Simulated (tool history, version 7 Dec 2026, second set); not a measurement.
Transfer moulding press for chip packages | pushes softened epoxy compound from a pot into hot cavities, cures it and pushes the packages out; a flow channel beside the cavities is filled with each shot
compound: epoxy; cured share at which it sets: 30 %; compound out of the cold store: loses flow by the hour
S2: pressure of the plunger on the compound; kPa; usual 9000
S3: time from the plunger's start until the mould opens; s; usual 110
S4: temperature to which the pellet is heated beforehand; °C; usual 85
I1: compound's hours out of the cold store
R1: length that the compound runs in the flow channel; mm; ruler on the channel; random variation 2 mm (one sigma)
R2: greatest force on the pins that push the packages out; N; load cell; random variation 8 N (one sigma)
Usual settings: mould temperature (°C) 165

run 1 hour=0 | mould_temperature_(°C)=165 S2=9000 S3=110 S4=85 | I1=20.7 | R1=779 R2=574
-- hour=46.5 cavities cleaned with cleaning compound and waxed
run 2 hour=70.2 | mould_temperature_(°C)=165 S2=9000 S3=110 S4=85 | I1=36.8 | R1=729 R2=739
run 3 hour=154 | mould_temperature_(°C)=165 S2=9000 S3=110 S4=85 | I1=22.8 | R1=765 R2=732
-- hour=183 cavities cleaned with cleaning compound and waxed
run 4 hour=209.7 | mould_temperature_(°C)=165 S2=9000 S3=110 S4=85 | I1=27.2 | R1=751 R2=423
run 5 hour=281.8 | mould_temperature_(°C)=165 S2=9000 S3=110 S4=85 | I1=17.7 | R1=780 R2=584
-- hour=316.2 cavities cleaned with cleaning compound and waxed
run 6 hour=357.3 | mould_temperature_(°C)=165 S2=9000 S3=110 S4=85 | I1=43.3 | R1=698 R2=470
-- hour=401.2 cavities cleaned with cleaning compound and waxed, once more
run 7 hour=402.5 | mould_temperature_(°C)=165 S2=9000 S3=110 S4=85 | I1=37.9 | R1=707 R2=352
run 8 hour=474.5 | mould_temperature_(°C)=165 S2=9000 S3=110 S4=85 | I1=34.8 | R1=714 R2=529
run 9 hour=525.3 | mould_temperature_(°C)=165 S2=9000 S3=110 S4=85 | I1=8.9 | R1=792 R2=608
-- hour=536.9 cavities cleaned with cleaning compound and waxed
run 10 hour=564.2 | mould_temperature_(°C)=165 S2=9000 S3=110 S4=85 | I1=31.4 | R1=719 R2=434
-- hour=577.6 plunger's sealing rings changed
run 11 hour=638.6 | mould_temperature_(°C)=166 S2=9000 S3=110 S4=85 | I1=14.4 | R1=806 R2=551
-- hour=677.6 mould's thermocouples calibrated
-- hour=679.1 cavities cleaned with cleaning compound and waxed
run 12 hour=682.4 | mould_temperature_(°C)=165 S2=9000 S3=110 S4=85 | I1=12.2 | R1=815 R2=383
run 13 hour=759.5 | mould_temperature_(°C)=165 S2=9000 S3=110 S4=85 | I1=25.1 | R1=770 R2=557
run 14 hour=804.3 | mould_temperature_(°C)=165 S2=9000 S3=110 S4=85 | I1=32.9 | R1=744 R2=605
-- hour=817.6 cavities cleaned with cleaning compound and waxed
run 15 hour=862.5 | mould_temperature_(°C)=165 S2=9000 S3=110 S4=85 | I1=38.8 | R1=724 R2=472
run 16 hour=918.8 | mould_temperature_(°C)=165 S2=9000 S3=110 S4=85 | I1=17.7 | R1=785 R2=570
-- hour=953.4 cavities cleaned with cleaning compound and waxed
run 17 hour=980.5 | mould_temperature_(°C)=165 S2=9000 S3=110 S4=90 | I1=23.6 | R1=757 R2=438
run 18 hour=1043.2 | mould_temperature_(°C)=165 S2=9000 S3=133 S4=85 | I1=21.5 | R1=763 R2=522
-- hour=1090 cavities cleaned with cleaning compound and waxed
run 19 hour=1116.5 | mould_temperature_(°C)=167 S2=10900 S3=111 S4=80 | I1=25.3 | R1=821 R2=423
run 20 hour=1181.1 | mould_temperature_(°C)=165 S2=10900 S3=111 S4=80 | I1=8.6 | R1=882 R2=563
-- hour=1224.2 cavities cleaned with cleaning compound and waxed
run 21 hour=1249.2 | mould_temperature_(°C)=165 S2=8290 S3=111 S4=95 | I1=37 | R1=683 R2=428
run 22 hour=1303.4 | mould_temperature_(°C)=165 S2=8290 S3=111 S4=95 | I1=39.5 | R1=669 R2=521
run 23 hour=1344.4 | mould_temperature_(°C)=160 S2=8490 S3=111 S4=81 | I1=40.3 | R1=689 R2=676
-- hour=1357.8 cavities cleaned with cleaning compound and waxed
-- hour=1365.9 plunger's sealing rings changed
run 24 hour=1383.6 | mould_temperature_(°C)=160 S2=8490 S3=111 S4=81 | I1=15 | R1=795 R2=488
run 25 hour=1459.3 | mould_temperature_(°C)=166 S2=10810 S3=111 S4=93 | I1=13.3 | R1=881 R2=553
-- hour=1497.9 cavities cleaned with cleaning compound and waxed
-- hour=1513.2 mould's thermocouples calibrated
run 26 hour=1530.2 | mould_temperature_(°C)=163 S2=9000 S3=110 S4=86 | I1=46.2 | R1=713 R2=439
run 27 hour=1568.5 | mould_temperature_(°C)=162 S2=7720 S3=103 S4=94 | I1=38.6 | R1=681 R2=606

4 ways to go on from here, each from the tool as it stands after run 27. What would each give?
run A hour=1630.5 | mould_temperature_(°C)=162 S2=7720 S3=103 S4=85 | I1=22.5 | R1=? R2=?
run B hour=1630.5 | mould_temperature_(°C)=162 S2=7720 S3=103 S4=78 | I1=20.7 | R1=? R2=?
run C hour=1630.5 | mould_temperature_(°C)=165 S2=9000 S3=142 S4=85 | I1=38 | R1=? R2=?
run D hour=1630.5 | mould_temperature_(°C)=162 S2=8470 S3=103 S4=94 | I1=39.3 | R1=? R2=?

run=A R1=725 R2=700
run=B R1=730 R2=758
run=C R1=727 R2=576
run=D R1=707 R2=690
Without the tool's hidden state the same runs would have given:
run=A R1=738 R2=396
run=B R1=743 R2=431
run=C R1=739 R2=326
run=D R1=719 R2=392

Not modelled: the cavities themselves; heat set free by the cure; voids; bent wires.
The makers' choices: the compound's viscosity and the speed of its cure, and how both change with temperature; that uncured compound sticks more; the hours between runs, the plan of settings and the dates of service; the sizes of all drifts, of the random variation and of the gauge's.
